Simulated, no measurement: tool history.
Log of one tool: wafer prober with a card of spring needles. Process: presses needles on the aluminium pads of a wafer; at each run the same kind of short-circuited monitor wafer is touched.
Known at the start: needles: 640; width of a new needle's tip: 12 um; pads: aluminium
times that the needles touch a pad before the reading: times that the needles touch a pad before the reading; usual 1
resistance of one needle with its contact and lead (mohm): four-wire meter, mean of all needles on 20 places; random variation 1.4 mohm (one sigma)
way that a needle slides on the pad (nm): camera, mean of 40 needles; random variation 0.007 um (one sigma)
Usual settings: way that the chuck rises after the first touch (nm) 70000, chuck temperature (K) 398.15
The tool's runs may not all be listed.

| run | hour | way that the chuck rises after the first touch (nm) | chuck temperature (K) | times that the needles touch a pad before the reading | resistance of one needle with its contact and lead (mohm) | way that a needle slides on the pad (nm) |
|---|---|---|---|---|---|---|
| 1 | 0.0 | 70000 | 398.15 | 1 | 132 | 10726 |
|  | 17.2 | tips cleaned on abrasive film |
|  | 36.4 | tips cleaned on abrasive film |
| 2 | 36.4 | 70000 | 398.15 | 1 | 132 | 10694 |
|  | 54.9 | tips cleaned on abrasive film |
| 3 | 71.9 | 70000 | 398.15 | 1 | 154 | 10679 |
|  | 76.6 | tips cleaned on abrasive film |
|  | 76.9 | height of the first contact set anew |
|  | 98.6 | tips cleaned on abrasive film |
|  | 117.7 | tips cleaned on abrasive film |
| 4 | 117.7 | 70000 | 398.15 | 1 | 131 | 10830 |
|  | 136.1 | tips cleaned on abrasive film |
|  | 156.2 | tips cleaned on abrasive film |
|  | 178.4 | tips cleaned on abrasive film |
| 5 | 191.6 | 70000 | 398.15 | 1 | 150 | 10777 |
|  | 200.1 | tips cleaned on abrasive film |
|  | 222.4 | tips cleaned on abrasive film |
|  | 240.8 | tips cleaned on abrasive film |
|  | 263.2 | tips cleaned on abrasive film |
| 6 | 274.8 | 70000 | 398.15 | 1 | 147 | 10728 |
|  | 283.0 | tips cleaned on abrasive film |
|  | 301.4 | tips cleaned on abrasive film |
| 7 | 313.9 | 68000 | 398.15 | 1 | 147 | 10413 |
|  | 323.1 | tips cleaned on abrasive film |
|  | 323.4 | height of the first contact set anew |
|  | 345.9 | tips cleaned on abrasive film |
|  | 366.9 | tips cleaned on abrasive film |
| 8 | 366.9 | 68000 | 398.15 | 1 | 131 | 10493 |
|  | 389.4 | tips cleaned on abrasive film |
|  | 412.0 | tips cleaned on abrasive film |
| 9 | 419.6 | 70000 | 317.15 | 1 | 133 | 10785 |
|  | 433.4 | tips cleaned on abrasive film |
|  | 453.8 | tips cleaned on abrasive film |
|  | 476.8 | tips cleaned on abrasive film |
| 10 | 481.4 | 70000 | 317.15 | 1 | 131 | 10748 |
|  | 499.4 | tips cleaned on abrasive film |
|  | 522.4 | tips cleaned on abrasive film |
|  | 543.9 | tips cleaned on abrasive film |
| 11 | 558.1 | 70000 | 317.15 | 1 | 144 | 10708 |
|  | 562.7 | tips cleaned on abrasive film |
|  | 567.6 | height of the first contact set anew |
|  | 585.0 | tips cleaned on abrasive film |
| 12 | 594.7 | 70000 | 356.15 | 1 | 138 | 10825 |
|  | 603.9 | tips cleaned on abrasive film |
|  | 625.9 | tips cleaned on abrasive film |
|  | 647.8 | tips cleaned on abrasive film |
|  | 667.9 | tips cleaned on abrasive film |
| 13 | 667.9 | 70000 | 356.15 | 1 | 124 | 10780 |
|  | 690.3 | tips cleaned on abrasive film |
|  | 711.8 | tips cleaned on abrasive film |
|  | 733.5 | tips cleaned on abrasive film |
| 14 | 746.4 | 70000 | 356.15 | 1 | 147 | 10716 |
|  | 755.6 | tips cleaned on abrasive film |
|  | 777.9 | tips cleaned on abrasive film |
|  | 800.5 | tips cleaned on abrasive film |
|  | 814.3 | height of the first contact set anew |
|  | 822.7 | tips cleaned on abrasive film |
| 15 | 824.3 | 72000 | 336.15 | 2 | 122 | 11133 |
|  | 842.0 | tips cleaned on abrasive film |
|  | 863.9 | tips cleaned on abrasive film |
| 16 | 866.4 | 58000 | 398.15 | 3 | 129 | 8941 |
|  | 884.6 | tips cleaned on abrasive film |
|  | 906.7 | tips cleaned on abrasive film |
| 17 | 908.3 | 58000 | 398.15 | 3 | 129 | 8912 |
|  | 926.4 | tips cleaned on abrasive film |
|  | 948.6 | tips cleaned on abrasive film |
|  | 967.0 | tips cleaned on abrasive film |
| 18 | 969.5 | 70000 | 398.15 | 3 | 129 | 10721 |
|  | 987.5 | tips cleaned on abrasive film |
|  | 1009.2 | tips cleaned on abrasive film |
| 19 | 1014.8 | 76000 | 390.15 | 2 | 132 | 11621 |
|  | 1028.6 | tips cleaned on abrasive film |
|  | 1050.8 | tips cleaned on abrasive film |
|  | 1059.2 | height of the first contact set anew |
|  | 1073.0 | tips cleaned on abrasive film |
|  | 1094.9 | tips cleaned on abrasive film |
| 20 | 1095.2 | 67000 | 311.15 | 1 | 117 | 10357 |
|  | 1113.6 | tips cleaned on abrasive film |
|  | 1136.5 | tips cleaned on abrasive film |
| 21 | 1153.9 | 67000 | 311.15 | 1 | 151 | 10337 |
|  | 1158.6 | tips cleaned on abrasive film |
|  | 1179.9 | tips cleaned on abrasive film |
|  | 1198.3 | tips cleaned on abrasive film |
| 22 | 1198.3 | 80000 | 316.15 | 1 | 116 | 12312 |
|  | 1220.5 | tips cleaned on abrasive film |
|  | 1241.2 | tips cleaned on abrasive film |
|  | 1259.6 | tips cleaned on abrasive film |
| 23 | 1265.4 | 80000 | 316.15 | 1 | 127 | 12260 |
|  | 1279.3 | tips cleaned on abrasive film |
|  | 1302.1 | tips cleaned on abrasive film |
|  | 1305.9 | height of the first contact set anew |
| 24 | 1307.1 | 78000 | 384.15 | 2 | 134 | 12098 |
|  | 1325.1 | tips cleaned on abrasive film |
|  | 1346.4 | tips cleaned on abrasive film |
|  | 1369.0 | tips cleaned on abrasive film |
| 25 | 1381.8 | 70000 | 312.15 | 1 | 142 | 10793 |
|  | 1389.9 | tips cleaned on abrasive film |
|  | 1411.0 | tips cleaned on abrasive film |
|  | 1429.4 | tips cleaned on abrasive film |
|  | 1449.4 | tips cleaned on abrasive film |
| 26 | 1449.4 | 54000 | 384.15 | 2 | 131 | 8279 |
|  | 1472.4 | tips cleaned on abrasive film |
|  | 1494.7 | tips cleaned on abrasive film |
| 27 | 1502.5 | 70000 | 398.15 | 3 | 133 | 10730 |

Forecast each of these 3 alternatives for the next run:
|  | 1516.4 | tips cleaned on abrasive film |
|  | 1538.7 | tips cleaned on abrasive film |
|  | 1551.9 | height of the first contact set anew |
|  | 1561.2 | tips cleaned on abrasive film |
| A | 1570.7 | 78000 | 377.15 | 1 | ? | ? |
|  | 1516.4 | tips cleaned on abrasive film |
|  | 1538.7 | tips cleaned on abrasive film |
|  | 1551.9 | height of the first contact set anew |
|  | 1561.2 | tips cleaned on abrasive film |
| B | 1570.7 | 57000 | 306.15 | 2 | ? | ? |
|  | 1516.4 | tips cleaned on abrasive film |
|  | 1538.7 | tips cleaned on abrasive film |
|  | 1551.9 | height of the first contact set anew |
|  | 1561.2 | tips cleaned on abrasive film |
| C | 1570.7 | 81000 | 311.15 | 2 | ? | ? |

| run | resistance of one needle with its contact and lead (mohm) | way that a needle slides on the pad (nm) |
|---|---|---|
| A | 141 | 12065 |
| B | 135 | 8818 |
| C | 126 | 12551 |
Without the tool's hidden state the same runs would have given:
| run | resistance of one needle with its contact and lead (mohm) | way that a needle slides on the pad (nm) |
|---|---|---|
| A | 125 | 12075 |
| B | 115 | 8827 |
| C | 115 | 12560 |
